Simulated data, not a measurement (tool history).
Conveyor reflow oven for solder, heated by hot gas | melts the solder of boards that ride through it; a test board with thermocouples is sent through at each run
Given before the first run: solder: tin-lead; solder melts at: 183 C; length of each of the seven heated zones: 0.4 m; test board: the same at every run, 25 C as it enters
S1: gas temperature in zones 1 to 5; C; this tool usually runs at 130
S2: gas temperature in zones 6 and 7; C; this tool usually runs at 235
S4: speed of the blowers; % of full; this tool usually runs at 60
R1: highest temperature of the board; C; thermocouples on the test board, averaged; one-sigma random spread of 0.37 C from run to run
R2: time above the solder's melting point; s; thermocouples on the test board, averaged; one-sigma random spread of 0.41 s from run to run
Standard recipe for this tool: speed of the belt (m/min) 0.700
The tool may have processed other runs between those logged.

{"run": 1, "day": 0.0, "S1": 130, "S2": 235, "speed of the belt (m/min)": 0.7, "S4": 60, "R1": 208.5, "R2": 41.2}
{"run": 2, "day": 3.408, "S1": 130, "S2": 235, "speed of the belt (m/min)": 0.7, "S4": 60, "R1": 208.1, "R2": 40.2}
{"run": 3, "day": 5.021, "S1": 130, "S2": 235, "speed of the belt (m/min)": 0.7, "S4": 60, "R1": 207.6, "R2": 40.1}
{"run": 4, "day": 7.808, "S1": 130, "S2": 235, "speed of the belt (m/min)": 0.7, "S4": 60, "R1": 207.2, "R2": 39.5}
{"run": 5, "day": 11.175, "S1": 130, "S2": 235, "speed of the belt (m/min)": 0.7, "S4": 77, "R1": 209.3, "R2": 41.6}
{"run": 6, "day": 13.008, "S1": 130, "S2": 235, "speed of the belt (m/min)": 0.7, "S4": 77, "R1": 208.5, "R2": 41.1}
{"day": 13.979, "done": "flux residue cleaned out of gas plates and filters"}
{"run": 7, "day": 15.8, "S1": 130, "S2": 235, "speed of the belt (m/min)": 0.7, "S4": 77, "R1": 214.1, "R2": 46.6}
{"day": 16.475, "done": "thermocouples of zones 6 and 7 changed"}
{"run": 8, "day": 19.817, "S1": 130, "S2": 235, "speed of the belt (m/min)": 0.7, "S4": 60, "R1": 210.8, "R2": 42.6}
{"run": 9, "day": 21.479, "S1": 130, "S2": 235, "speed of the belt (m/min)": 0.7, "S4": 60, "R1": 209.6, "R2": 42.3}
{"day": 21.971, "done": "belt drive overhauled, speed set with a stopwatch"}
{"run": 10, "day": 24.288, "S1": 130, "S2": 235, "speed of the belt (m/min)": 0.654, "S4": 60, "R1": 212.1, "R2": 48.7}
{"run": 11, "day": 27.529, "S1": 130, "S2": 235, "speed of the belt (m/min)": 0.654, "S4": 60, "R1": 211.6, "R2": 47.6}
{"day": 28.8, "done": "belt drive overhauled, speed set with a stopwatch, once more"}
{"run": 12, "day": 31.625, "S1": 130, "S2": 247, "speed of the belt (m/min)": 0.82, "S4": 57, "R1": 208.2, "R2": 33.7}
{"run": 13, "day": 34.204, "S1": 130, "S2": 247, "speed of the belt (m/min)": 0.82, "S4": 57, "R1": 207.7, "R2": 33.5}
{"run": 14, "day": 37.054, "S1": 136, "S2": 235, "speed of the belt (m/min)": 0.7, "S4": 60, "R1": 207.6, "R2": 41.5}

Expected results for the next run?
{"run": 15, "day": 40.029, "S1": 116, "S2": 241, "speed of the belt (m/min)": 0.768, "S4": 58, "R1": "?", "R2": "?"}

Logged for run 15: R1 201.1 C, R2 26.1 s.
With the hidden condition absent and the run-to-run variation left alone, this run would have shown R1 209.1 C, R2 34.3 s.

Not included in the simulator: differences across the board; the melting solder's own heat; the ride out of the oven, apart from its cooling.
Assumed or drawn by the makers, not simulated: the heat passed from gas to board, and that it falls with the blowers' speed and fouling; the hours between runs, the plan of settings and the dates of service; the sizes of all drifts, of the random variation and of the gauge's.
